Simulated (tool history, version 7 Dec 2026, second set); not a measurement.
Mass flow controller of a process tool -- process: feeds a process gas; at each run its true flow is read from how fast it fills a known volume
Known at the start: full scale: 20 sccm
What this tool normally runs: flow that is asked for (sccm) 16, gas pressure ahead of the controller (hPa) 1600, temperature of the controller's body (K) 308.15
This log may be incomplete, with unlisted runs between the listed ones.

run,hour,flow that is asked for (sccm),gas pressure ahead of the controller (hPa),temperature of the controller's body (K),true flow (%)
1,0.0,16,1600,308.15,98.47
2,160.0,16,1600,308.15,98.47
3,380.3,16,1600,308.15,98.37
4,516.4,16,1600,308.15,98.34
5,692.7,3,1600,308.15,97.12
6,922.2,3,1600,308.15,97.01
7,1074.8,2,1600,308.15,96.98
8,1197.7,6,1600,308.15,97.18
9,1324.2,6,1600,308.15,97.12
10,1474.0,6,1600,308.15,97.21
11,1634.2,6,1600,308.15,97.02
12,1857.2,16,1600,308.15,97.87
13,2064.6,16,1600,308.15,97.89
14,2310.7,14,1600,308.15,97.45
15,2435.9,14,1600,308.15,97.44
16,2546.4,16,1600,305.15,97.75
17,2690.1,16,1600,305.15,97.73
18,2899.6,16,1600,308.15,97.44
19,3017.2,16,1600,306.15,97.70
20,3194.1,16,1600,306.15,97.49
21,3417.7,16,1600,306.15,97.43
22,3582.5,16,1600,301.15,97.75
23,3736.6,16,1600,308.15,97.17
24,3914.2,16,1600,308.15,97.03
25,4098.5,4,2740,307.15,96.55
26,4317.1,6,1750,293.15,97.31
27,4560.6,4,2290,297.15,97.05
28,4733.8,4,2290,297.15,97.05
29,4881.3,5,2140,297.15,96.98
30,5041.3,13,1600,308.15,96.41
31,5253.1,7,1680,294.15,96.97
32,5389.2,19,2240,312.15,96.86
# hour 5529.2: gauge calibrated
33,5621.6,5,1440,295.15,98.57
34,5792.9,5,1440,295.15,98.64
35,5950.9,3,1440,298.15,98.08
36,6069.1,9,1440,298.15,98.58
37,6198.7,6,1500,298.15,98.11
38,6432.2,15,1900,311.15,98.05
39,6592.3,3,2690,310.15,97.44
40,6700.2,11,1420,305.15,97.86
41,6851.7,6,2700,303.15,98.03
# hour 7003.4: controller's zero set anew
42,7036.3,2,1600,308.15,96.73
43,7138.8,2,1600,308.15,96.71
44,7260.6,16,1810,299.15,98.80
45,7391.7,2,1410,308.15,96.56
46,7558.4,16,1600,305.15,98.09
47,7744.6,16,2350,308.15,98.02

Branching from run 47: 4 alternative next runs. What would each branch give?
A,7896.0,3,1410,297.15,?
B,7896.0,5,1600,308.15,?
C,7896.0,16,2350,303.15,?
D,7896.0,16,1600,306.15,?

run,true flow (%)
A,97.48
B,96.76
C,98.51
D,97.75
The same runs, with their run-to-run variation unchanged, on a tool lacking any hidden condition would have given:
run,true flow (%)
A,98.39
B,97.67
C,99.43
D,98.66
